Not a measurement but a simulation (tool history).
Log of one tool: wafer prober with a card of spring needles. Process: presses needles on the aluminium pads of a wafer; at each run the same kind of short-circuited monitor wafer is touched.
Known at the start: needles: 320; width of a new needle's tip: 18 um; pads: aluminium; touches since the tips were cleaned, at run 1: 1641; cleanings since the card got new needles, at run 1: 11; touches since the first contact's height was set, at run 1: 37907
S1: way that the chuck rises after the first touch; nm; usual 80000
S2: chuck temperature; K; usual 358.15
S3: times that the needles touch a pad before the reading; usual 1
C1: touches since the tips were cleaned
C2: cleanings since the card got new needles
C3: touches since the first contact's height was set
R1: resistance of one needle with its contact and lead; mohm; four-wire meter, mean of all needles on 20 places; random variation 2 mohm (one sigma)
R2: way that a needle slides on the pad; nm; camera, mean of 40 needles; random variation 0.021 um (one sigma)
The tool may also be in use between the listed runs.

{"run": 1, "day": 0.0, "S1": 80000, "S2": 358.15, "S3": 1, "C1": 1641, "C2": 11, "C3": 37907, "R1": 299, "R2": 12520}
{"day": 0.133, "done": "tips cleaned on abrasive film"}
{"day": 0.462, "done": "tips cleaned on abrasive film"}
{"day": 0.729, "done": "tips cleaned on abrasive film"}
{"day": 1.058, "done": "tips cleaned on abrasive film"}
{"day": 1.388, "done": "tips cleaned on abrasive film"}
{"day": 1.717, "done": "tips cleaned on abrasive film"}
{"run": 2, "day": 1.742, "S1": 80000, "S2": 358.15, "S3": 1, "C1": 262, "C2": 17, "C3": 55959, "R1": 242, "R2": 12410}
{"day": 2.004, "done": "tips cleaned on abrasive film"}
{"day": 2.271, "done": "tips cleaned on abrasive film"}
{"day": 2.6, "done": "tips cleaned on abrasive film"}
{"day": 2.929, "done": "tips cleaned on abrasive film"}
{"day": 3.258, "done": "tips cleaned on abrasive film"}
{"day": 3.525, "done": "tips cleaned on abrasive film"}
{"day": 3.8, "done": "tips cleaned on abrasive film"}
{"run": 3, "day": 3.8, "S1": 73000, "S2": 358.15, "S3": 1, "C1": 0, "C2": 24, "C3": 77287, "R1": 237, "R2": 11230}
{"day": 4.071, "done": "height of the first contact set anew"}
{"day": 4.142, "done": "tips cleaned on abrasive film"}
{"day": 4.471, "done": "tips cleaned on abrasive film"}
{"day": 4.733, "done": "tips cleaned on abrasive film"}
{"day": 5.062, "done": "tips cleaned on abrasive film"}
{"run": 4, "day": 5.167, "S1": 73000, "S2": 358.15, "S3": 1, "C1": 1101, "C2": 28, "C3": 11366, "R1": 290, "R2": 11480}
{"day": 5.367, "done": "tips cleaned on abrasive film"}
{"day": 5.696, "done": "tips cleaned on abrasive film"}
{"day": 5.962, "done": "tips cleaned on abrasive film"}
{"day": 6.292, "done": "tips cleaned on abrasive film"}
{"run": 5, "day": 6.542, "S1": 80000, "S2": 358.15, "S3": 1, "C1": 2637, "C2": 32, "C3": 25635, "R1": 328, "R2": 12500}
{"day": 6.612, "done": "tips cleaned on abrasive film"}
{"day": 6.875, "done": "tips cleaned on abrasive film"}
{"day": 7.204, "done": "tips cleaned on abrasive film"}
{"day": 7.533, "done": "tips cleaned on abrasive film"}
{"run": 6, "day": 7.658, "S1": 89000, "S2": 358.15, "S3": 1, "C1": 1286, "C2": 36, "C3": 37185, "R1": 276, "R2": 13910}
{"day": 7.854, "done": "tips cleaned on abrasive film"}
{"day": 8.188, "done": "tips cleaned on abrasive film"}
{"day": 8.517, "done": "tips cleaned on abrasive film"}
{"day": 8.779, "done": "tips cleaned on abrasive film"}
{"day": 9.108, "done": "tips cleaned on abrasive film"}
{"day": 9.438, "done": "tips cleaned on abrasive film"}
{"run": 7, "day": 9.454, "S1": 89000, "S2": 358.15, "S3": 1, "C1": 142, "C2": 42, "C3": 55802, "R1": 230, "R2": 13790}
{"day": 9.717, "done": "tips cleaned on abrasive film"}
{"day": 10.046, "done": "tips cleaned on abrasive film"}
{"day": 10.308, "done": "tips cleaned on abrasive film"}
{"day": 10.642, "done": "tips cleaned on abrasive film"}
{"day": 10.971, "done": "tips cleaned on abrasive film"}
{"day": 11.25, "done": "tips cleaned on abrasive film"}
{"run": 8, "day": 11.25, "S1": 89000, "S2": 358.15, "S3": 1, "C1": 0, "C2": 48, "C3": 74434, "R1": 232, "R2": 13710}
{"day": 11.579, "done": "tips cleaned on abrasive film"}
{"day": 11.788, "done": "height of the first contact set anew"}
{"day": 11.921, "done": "tips cleaned on abrasive film"}
{"day": 12.25, "done": "tips cleaned on abrasive film"}
{"day": 12.579, "done": "tips cleaned on abrasive film"}
{"run": 9, "day": 12.829, "S1": 89000, "S2": 358.15, "S3": 1, "C1": 2631, "C2": 52, "C3": 10842, "R1": 310, "R2": 13990}
{"day": 12.9, "done": "tips cleaned on abrasive film"}
{"day": 13.229, "done": "tips cleaned on abrasive film"}
{"day": 13.558, "done": "tips cleaned on abrasive film"}
{"day": 13.888, "done": "tips cleaned on abrasive film"}
{"day": 14.188, "done": "tips cleaned on abrasive film"}
{"run": 10, "day": 14.188, "S1": 89000, "S2": 358.15, "S3": 1, "C1": 0, "C2": 57, "C3": 24917, "R1": 234, "R2": 13920}
{"day": 14.517, "done": "tips cleaned on abrasive film"}
{"day": 14.846, "done": "tips cleaned on abrasive film"}
{"day": 15.112, "done": "tips cleaned on abrasive film"}
{"day": 15.442, "done": "tips cleaned on abrasive film"}
{"run": 11, "day": 15.45, "S1": 89000, "S2": 358.15, "S3": 1, "C1": 88, "C2": 61, "C3": 38005, "R1": 230, "R2": 13860}
{"day": 15.712, "done": "tips cleaned on abrasive film"}
{"day": 16.042, "done": "tips cleaned on abrasive film"}
{"day": 16.308, "done": "tips cleaned on abrasive film"}
{"day": 16.638, "done": "tips cleaned on abrasive film"}
{"day": 16.967, "done": "tips cleaned on abrasive film"}
{"day": 17.296, "done": "tips cleaned on abrasive film"}
{"run": 12, "day": 17.5, "S1": 80000, "S2": 358.15, "S3": 1, "C1": 2162, "C2": 67, "C3": 59326, "R1": 321, "R2": 12340}
{"day": 17.571, "done": "tips cleaned on abrasive film"}
{"day": 17.9, "done": "tips cleaned on abrasive film"}
{"day": 18.167, "done": "tips cleaned on abrasive film"}
{"day": 18.496, "done": "tips cleaned on abrasive film"}
{"day": 18.758, "done": "tips cleaned on abrasive film"}
{"day": 19.088, "done": "tips cleaned on abrasive film"}
{"day": 19.354, "done": "tips cleaned on abrasive film"}
{"day": 19.496, "done": "height of the first contact set anew"}
{"day": 19.696, "done": "tips cleaned on abrasive film"}
{"run": 13, "day": 19.7, "S1": 80000, "S2": 333.15, "S3": 1, "C1": 60, "C2": 75, "C3": 2112, "R1": 234, "R2": 12600}
{"day": 19.962, "done": "tips cleaned on abrasive film"}
{"day": 20.296, "done": "tips cleaned on abrasive film"}
{"day": 20.625, "done": "tips cleaned on abrasive film"}
{"day": 20.954, "done": "tips cleaned on abrasive film"}
{"run": 14, "day": 21.125, "S1": 80000, "S2": 370.15, "S3": 2, "C1": 1805, "C2": 79, "C3": 16914, "R1": 272, "R2": 12560}
{"day": 21.258, "done": "tips cleaned on abrasive film"}
{"day": 21.525, "done": "tips cleaned on abrasive film"}
{"day": 21.854, "done": "tips cleaned on abrasive film"}
{"day": 22.183, "done": "tips cleaned on abrasive film"}
{"day": 22.512, "done": "tips cleaned on abrasive film"}
{"day": 22.842, "done": "tips cleaned on abrasive film"}
{"run": 15, "day": 23.029, "S1": 80000, "S2": 370.15, "S3": 2, "C1": 1988, "C2": 85, "C3": 36693, "R1": 286, "R2": 12480}
{"day": 23.162, "done": "tips cleaned on abrasive film"}
{"day": 23.429, "done": "tips cleaned on abrasive film"}
{"day": 23.758, "done": "tips cleaned on abrasive film"}
{"day": 24.021, "done": "tips cleaned on abrasive film"}
{"day": 24.354, "done": "tips cleaned on abrasive film"}
{"day": 24.683, "done": "tips cleaned on abrasive film"}
{"day": 24.946, "done": "tips cleaned on abrasive film"}
{"run": 16, "day": 25.188, "S1": 80000, "S2": 358.15, "S3": 2, "C1": 2536, "C2": 92, "C3": 59073, "R1": 302, "R2": 12390}
{"day": 25.258, "done": "tips cleaned on abrasive film"}
{"day": 25.588, "done": "tips cleaned on abrasive film"}
{"day": 25.85, "done": "tips cleaned on abrasive film"}
{"day": 26.179, "done": "tips cleaned on abrasive film"}
{"day": 26.508, "done": "tips cleaned on abrasive film"}
{"day": 26.838, "done": "tips cleaned on abrasive film"}
{"run": 17, "day": 27.054, "S1": 80000, "S2": 358.15, "S3": 2, "C1": 2278, "C2": 98, "C3": 78457, "R1": 289, "R2": 12300}
{"day": 27.125, "done": "tips cleaned on abrasive film"}
{"day": 27.204, "done": "height of the first contact set anew"}
{"day": 27.467, "done": "tips cleaned on abrasive film"}
{"day": 27.796, "done": "tips cleaned on abrasive film"}
{"day": 28.125, "done": "tips cleaned on abrasive film"}
{"run": 18, "day": 28.308, "S1": 64000, "S2": 358.15, "S3": 1, "C1": 1898, "C2": 102, "C3": 11479, "R1": 375, "R2": 10100}
{"day": 28.442, "done": "tips cleaned on abrasive film"}
{"day": 28.771, "done": "tips cleaned on abrasive film"}
{"day": 29.1, "done": "tips cleaned on abrasive film"}
{"day": 29.429, "done": "tips cleaned on abrasive film"}
{"day": 29.758, "done": "tips cleaned on abrasive film"}
{"day": 30.088, "done": "tips cleaned on abrasive film"}
{"day": 30.4, "done": "tips cleaned on abrasive film"}
{"run": 19, "day": 30.4, "S1": 98000, "S2": 367.15, "S3": 1, "C1": 0, "C2": 109, "C3": 33192, "R1": 236, "R2": 15310}
{"day": 30.729, "done": "tips cleaned on abrasive film"}
{"day": 31.058, "done": "tips cleaned on abrasive film"}
{"day": 31.388, "done": "tips cleaned on abrasive film"}
{"day": 31.717, "done": "tips cleaned on abrasive film"}
{"run": 20, "day": 31.933, "S1": 60000, "S2": 332.15, "S3": 1, "C1": 2284, "C2": 113, "C3": 49161, "R1": 439, "R2": 9320}
{"day": 32.004, "done": "tips cleaned on abrasive film"}
{"day": 32.333, "done": "tips cleaned on abrasive film"}
{"day": 32.6, "done": "tips cleaned on abrasive film"}
{"day": 32.929, "done": "tips cleaned on abrasive film"}
{"day": 33.242, "done": "tips cleaned on abrasive film"}
{"run": 21, "day": 33.242, "S1": 68000, "S2": 299.15, "S3": 1, "C1": 0, "C2": 118, "C3": 62699, "R1": 228, "R2": 10430}
{"day": 33.575, "done": "tips cleaned on abrasive film"}
{"day": 33.904, "done": "tips cleaned on abrasive film"}
{"day": 34.233, "done": "tips cleaned on abrasive film"}
{"day": 34.562, "done": "tips cleaned on abrasive film"}
{"run": 22, "day": 34.688, "S1": 94000, "S2": 320.15, "S3": 1, "C1": 1309, "C2": 122, "C3": 77694, "R1": 276, "R2": 14520}
{"day": 34.883, "done": "tips cleaned on abrasive film"}
{"day": 34.896, "done": "height of the first contact set anew"}
{"day": 35.229, "done": "tips cleaned on abrasive film"}
{"day": 35.558, "done": "tips cleaned on abrasive film"}
{"day": 35.888, "done": "tips cleaned on abrasive film"}
{"day": 36.217, "done": "tips cleaned on abrasive film"}
{"run": 23, "day": 36.267, "S1": 60000, "S2": 326.15, "S3": 2, "C1": 539, "C2": 127, "C3": 14225, "R1": 277, "R2": 9410}
{"day": 36.533, "done": "tips cleaned on abrasive film"}
{"day": 36.862, "done": "tips cleaned on abrasive film"}
{"day": 37.192, "done": "tips cleaned on abrasive film"}
{"day": 37.521, "done": "tips cleaned on abrasive film"}
{"day": 37.85, "done": "tips cleaned on abrasive film"}
{"run": 24, "day": 38.108, "S1": 97000, "S2": 326.15, "S3": 1, "C1": 2733, "C2": 132, "C3": 33381, "R1": 308, "R2": 15200}

Forecast each of these 3 alternatives for the next run:
{"day": 38.179, "done": "tips cleaned on abrasive film"}
{"day": 38.508, "done": "tips cleaned on abrasive film"}
{"day": 38.838, "done": "tips cleaned on abrasive film"}
{"day": 39.167, "done": "tips cleaned on abrasive film"}
{"day": 39.496, "done": "tips cleaned on abrasive film"}
{"run": "A", "day": 39.554, "S1": 80000, "S2": 392.15, "S3": 1, "C1": 590, "C2": 137, "C3": 48341, "R1": "?", "R2": "?"}
{"day": 38.179, "done": "tips cleaned on abrasive film"}
{"day": 38.508, "done": "tips cleaned on abrasive film"}
{"day": 38.838, "done": "tips cleaned on abrasive film"}
{"day": 39.167, "done": "tips cleaned on abrasive film"}
{"day": 39.496, "done": "tips cleaned on abrasive film"}
{"run": "B", "day": 39.554, "S1": 80000, "S2": 358.15, "S3": 3, "C1": 590, "C2": 137, "C3": 48341, "R1": "?", "R2": "?"}
{"day": 38.179, "done": "tips cleaned on abrasive film"}
{"day": 38.508, "done": "tips cleaned on abrasive film"}
{"day": 38.838, "done": "tips cleaned on abrasive film"}
{"day": 39.167, "done": "tips cleaned on abrasive film"}
{"day": 39.496, "done": "tips cleaned on abrasive film"}
{"run": "C", "day": 39.554, "S1": 72000, "S2": 326.15, "S3": 3, "C1": 590, "C2": 137, "C3": 48341, "R1": "?", "R2": "?"}

run=A R1=286 R2=12430
run=B R1=247 R2=12460
run=C R1=245 R2=11170
Without the tool's hidden state the same runs would have given:
run=A R1=233 R2=12600
run=B R1=223 R2=12630
run=C R1=216 R2=11340

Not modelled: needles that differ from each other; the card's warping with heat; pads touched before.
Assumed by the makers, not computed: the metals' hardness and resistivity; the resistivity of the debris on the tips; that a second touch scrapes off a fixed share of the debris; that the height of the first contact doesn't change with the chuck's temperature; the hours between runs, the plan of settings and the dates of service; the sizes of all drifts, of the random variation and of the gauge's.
